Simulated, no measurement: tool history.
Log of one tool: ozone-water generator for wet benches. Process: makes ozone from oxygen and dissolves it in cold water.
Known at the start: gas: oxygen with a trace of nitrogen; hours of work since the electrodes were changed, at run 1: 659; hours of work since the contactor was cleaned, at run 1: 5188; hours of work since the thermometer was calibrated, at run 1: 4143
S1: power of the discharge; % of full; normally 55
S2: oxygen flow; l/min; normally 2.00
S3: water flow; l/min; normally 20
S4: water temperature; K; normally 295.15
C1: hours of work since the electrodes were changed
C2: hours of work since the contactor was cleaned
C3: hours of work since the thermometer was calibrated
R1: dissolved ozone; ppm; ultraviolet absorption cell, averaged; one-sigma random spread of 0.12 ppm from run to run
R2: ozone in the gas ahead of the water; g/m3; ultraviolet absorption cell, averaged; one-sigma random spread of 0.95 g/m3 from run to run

{"run": 1, "hour": 0.0, "S1": 55, "S2": 2.0, "S3": 20, "S4": 295.15, "C1": 659, "C2": 5188, "C3": 4143, "R1": 9.2, "R2": 162.3}
{"run": 2, "hour": 105.9, "S1": 55, "S2": 2.0, "S3": 20, "S4": 295.15, "C1": 728, "C2": 5258, "C3": 4213, "R1": 9.1, "R2": 161.4}
{"run": 3, "hour": 207.4, "S1": 55, "S2": 2.0, "S3": 15, "S4": 295.15, "C1": 795, "C2": 5324, "C3": 4279, "R1": 12.0, "R2": 159.7}
{"run": 4, "hour": 287.0, "S1": 81, "S2": 2.0, "S3": 20, "S4": 295.15, "C1": 847, "C2": 5376, "C3": 4332, "R1": 12.4, "R2": 214.7}
{"run": 5, "hour": 381.0, "S1": 43, "S2": 2.0, "S3": 20, "S4": 295.15, "C1": 909, "C2": 5438, "C3": 4393, "R1": 7.8, "R2": 132.2}
{"run": 6, "hour": 526.0, "S1": 43, "S2": 2.0, "S3": 20, "S4": 295.15, "C1": 1004, "C2": 5533, "C3": 4488, "R1": 7.5, "R2": 131.5}
{"run": 7, "hour": 661.5, "S1": 48, "S2": 1.96, "S3": 24, "S4": 293.15, "C1": 1093, "C2": 5622, "C3": 4577, "R1": 6.9, "R2": 146.3}
{"run": 8, "hour": 812.8, "S1": 48, "S2": 1.96, "S3": 24, "S4": 293.15, "C1": 1192, "C2": 5721, "C3": 4676, "R1": 6.8, "R2": 144.3}
{"run": 9, "hour": 906.1, "S1": 53, "S2": 2.4, "S3": 26, "S4": 294.15, "C1": 1253, "C2": 5782, "C3": 4738, "R1": 7.5, "R2": 145.6}
{"run": 10, "hour": 1044.5, "S1": 63, "S2": 2.0, "S3": 20, "S4": 289.15, "C1": 1344, "C2": 5873, "C3": 4828, "R1": 10.3, "R2": 177.3}
{"run": 11, "hour": 1123.2, "S1": 73, "S2": 2.0, "S3": 20, "S4": 295.15, "C1": 1395, "C2": 5925, "C3": 4880, "R1": 11.1, "R2": 194.2}

3 options for the next run, each taken on its own from the tool as it stands now. Forecast them:
{"run": "A", "hour": 1278.0, "S1": 73, "S2": 2.61, "S3": 20, "S4": 295.15, "C1": 1497, "C2": 6026, "C3": 4982, "R1": "?", "R2": "?"}
{"run": "B", "hour": 1278.0, "S1": 87, "S2": 1.55, "S3": 14, "S4": 295.15, "C1": 1497, "C2": 6026, "C3": 4982, "R1": "?", "R2": "?"}
{"run": "C", "hour": 1278.0, "S1": 55, "S2": 2.0, "S3": 21, "S4": 290.15, "C1": 1497, "C2": 6026, "C3": 4982, "R1": "?", "R2": "?"}

run=A R1=12.6 R2=176.5
run=B R1=16.2 R2=242.0
run=C R1=9.1 R2=158.8
With the hidden condition removed and each run's random variation left untouched, the same runs would have given:
run=A R1=13.5 R2=182.0
run=B R1=17.4 R2=250.5
run=C R1=9.7 R2=162.7
